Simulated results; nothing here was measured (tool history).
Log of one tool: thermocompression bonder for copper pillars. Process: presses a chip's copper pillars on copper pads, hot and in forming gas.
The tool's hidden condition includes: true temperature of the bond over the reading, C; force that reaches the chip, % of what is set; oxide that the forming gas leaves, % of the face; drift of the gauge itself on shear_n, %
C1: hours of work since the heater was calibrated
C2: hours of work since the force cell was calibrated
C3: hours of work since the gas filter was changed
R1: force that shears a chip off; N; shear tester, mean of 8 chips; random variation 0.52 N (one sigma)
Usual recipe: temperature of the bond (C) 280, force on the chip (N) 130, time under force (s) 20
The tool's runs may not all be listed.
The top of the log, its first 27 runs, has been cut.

{"run": 28, "day": 14.058, "temperature of the bond (C)": 292, "force on the chip (N)": 130, "time under force (s)": 16, "C1": 853, "C2": 741, "C3": 191, "R1": 39.5}
{"run": 29, "day": 14.654, "temperature of the bond (C)": 303, "force on the chip (N)": 192, "time under force (s)": 12, "C1": 864, "C2": 752, "C3": 202, "R1": 55.7}
{"run": 30, "day": 15.142, "temperature of the bond (C)": 303, "force on the chip (N)": 192, "time under force (s)": 12, "C1": 872, "C2": 761, "C3": 210, "R1": 57.4}
{"run": 31, "day": 15.442, "temperature of the bond (C)": 303, "force on the chip (N)": 192, "time under force (s)": 12, "C1": 878, "C2": 766, "C3": 216, "R1": 56.3}
{"run": 32, "day": 15.912, "temperature of the bond (C)": 295, "force on the chip (N)": 85, "time under force (s)": 13, "C1": 886, "C2": 775, "C3": 224, "R1": 22.2}
{"run": 33, "day": 16.35, "temperature of the bond (C)": 280, "force on the chip (N)": 150, "time under force (s)": 20, "C1": 894, "C2": 783, "C3": 232, "R1": 43.2}
{"run": 34, "day": 17.042, "temperature of the bond (C)": 280, "force on the chip (N)": 150, "time under force (s)": 20, "C1": 907, "C2": 795, "C3": 245, "R1": 42.6}
{"run": 35, "day": 17.712, "temperature of the bond (C)": 261, "force on the chip (N)": 93, "time under force (s)": 20, "C1": 919, "C2": 807, "C3": 257, "R1": 19.8}
{"run": 36, "day": 18.146, "temperature of the bond (C)": 280, "force on the chip (N)": 129, "time under force (s)": 46, "C1": 927, "C2": 815, "C3": 265, "R1": 49.0}
{"run": 37, "day": 18.721, "temperature of the bond (C)": 280, "force on the chip (N)": 129, "time under force (s)": 46, "C1": 937, "C2": 825, "C3": 275, "R1": 48.1}

4 ways to go on from here, each from the tool as it stands after run 37. What would each give?
{"run": "A", "day": 19.35, "temperature of the bond (C)": 304, "force on the chip (N)": 130, "time under force (s)": 20, "C1": 948, "C2": 837, "C3": 286, "R1": "?"}
{"run": "B", "day": 19.35, "temperature of the bond (C)": 280, "force on the chip (N)": 98, "time under force (s)": 14, "C1": 948, "C2": 837, "C3": 286, "R1": "?"}
{"run": "C", "day": 19.35, "temperature of the bond (C)": 280, "force on the chip (N)": 135, "time under force (s)": 20, "C1": 948, "C2": 837, "C3": 286, "R1": "?"}
{"run": "D", "day": 19.35, "temperature of the bond (C)": 266, "force on the chip (N)": 95, "time under force (s)": 26, "C1": 948, "C2": 837, "C3": 286, "R1": "?"}

run=A R1=47.5
run=B R1=23.2
run=C R1=38.3
run=D R1=23.6
Take away the tool's hidden state, keep each run's random variation, and the runs would have read:
run=A R1=53.2
run=B R1=27.0
run=C R1=43.6
run=D R1=27.6

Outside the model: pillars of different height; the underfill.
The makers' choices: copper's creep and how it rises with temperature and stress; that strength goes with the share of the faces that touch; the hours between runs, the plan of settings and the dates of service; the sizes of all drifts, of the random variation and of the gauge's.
